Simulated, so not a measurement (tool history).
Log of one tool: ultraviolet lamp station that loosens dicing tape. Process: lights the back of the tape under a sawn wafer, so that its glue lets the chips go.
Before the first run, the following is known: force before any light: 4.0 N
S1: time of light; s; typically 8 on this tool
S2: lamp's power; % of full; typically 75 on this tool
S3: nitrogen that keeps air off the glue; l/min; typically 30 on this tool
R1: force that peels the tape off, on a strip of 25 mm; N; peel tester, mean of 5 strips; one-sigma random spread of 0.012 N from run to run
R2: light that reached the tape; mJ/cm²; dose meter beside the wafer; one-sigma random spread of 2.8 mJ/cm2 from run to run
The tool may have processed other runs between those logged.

run 1 hour=0 | S1=8 S2=75 S3=30 | R1=0.539 R2=379
run 2 hour=100.9 | S1=8 S2=75 S3=30 | R1=0.577 R2=366
run 3 hour=170 | S1=8 S2=75 S3=30 | R1=0.599 R2=352
run 4 hour=255.1 | S1=8 S2=75 S3=30 | R1=0.653 R2=343
-- hour=264.6 window cleaned of glue's vapour
run 5 hour=313.1 | S1=8 S2=75 S3=30 | R1=0.673 R2=329
run 6 hour=396.5 | S1=8 S2=98 S3=30 | R1=0.448 R2=416
run 7 hour=457.3 | S1=15 S2=69 S3=45 | R1=0.221 R2=540
run 8 hour=510.2 | S1=4 S2=75 S3=10 | R1=2.149 R2=151
run 9 hour=555.3 | S1=4 S2=75 S3=51 | R1=1.572 R2=148
run 10 hour=607.2 | S1=4 S2=86 S3=15 | R1=1.859 R2=168
run 11 hour=663.5 | S1=8 S2=86 S3=31 | R1=0.684 R2=324

Consider 4 possible next runs. They are alternatives, not a sequence: every one starts from the tool as it was left by run 11. What does each give?
-- hour=756.9 window cleaned of glue's vapour, once more
run A hour=760.5 | S1=8 S2=66 S3=11 | R1=? R2=?
-- hour=756.9 window cleaned of glue's vapour, once more
run B hour=760.5 | S1=7 S2=87 S3=13 | R1=? R2=?
-- hour=756.9 window cleaned of glue's vapour, once more
run C hour=760.5 | S1=13 S2=88 S3=60 | R1=? R2=?
-- hour=756.9 window cleaned of glue's vapour, once more
run D hour=760.5 | S1=8 S2=66 S3=30 | R1=? R2=?

run=A R1=1.156 R2=295
run=B R1=0.906 R2=338
run=C R1=0.154 R2=637
run=D R1=0.827 R2=295
What these runs would have given with no unlogged condition in the tool:
run=A R1=0.966 R2=340
run=B R1=0.732 R2=390
run=C R1=0.125 R2=734
run=D R1=0.66 R2=340

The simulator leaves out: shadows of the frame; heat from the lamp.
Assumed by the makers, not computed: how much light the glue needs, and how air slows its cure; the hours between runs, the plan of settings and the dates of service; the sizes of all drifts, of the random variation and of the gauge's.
